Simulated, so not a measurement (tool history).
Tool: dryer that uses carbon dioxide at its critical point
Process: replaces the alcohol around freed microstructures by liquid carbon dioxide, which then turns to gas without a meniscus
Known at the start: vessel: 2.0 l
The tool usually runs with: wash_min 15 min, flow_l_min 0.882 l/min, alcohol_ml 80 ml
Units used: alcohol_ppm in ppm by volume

run	hour	wash_min	flow_l_min	alcohol_ml	alcohol_ppm
1	0.0	15	0.882	80	417
2	8.2	15	0.882	80	425
3	18.7	15	0.882	93	502
4	26.9	15	0.882	93	490
5	32.8	15	0.882	93	500
6	40.2	15	0.882	93	512
7	49.3	15	0.882	80	432
8	61.1	15	1.087	80	151
9	70.4	15	1.087	80	173
10	77.2	15	1.087	80	163
11	87.2	15	0.890	63	370
12	94.8	12	0.882	39	574
13	105.2	17	0.610	72	1186
14	113.7	17	0.610	72	1188
15	120.5	15	0.945	80	355
16	128.3	21	1.443	82	37
17	135.9	18	0.882	53	161
18	145.6	18	0.882	53	168
19	151.6	18	0.882	80	229

Below are 3 alternative next runs, each starting from the tool's condition after run 19. Predict each:
A	161.6	9	0.552	81	?
B	161.6	9	0.624	72	?
C	161.6	12	0.882	47	?

run	alcohol_ppm
A	7832
B	5687
C	726
What these runs would have given with no unlogged condition in the tool:
run	alcohol_ppm
A	6888
B	4907
C	523
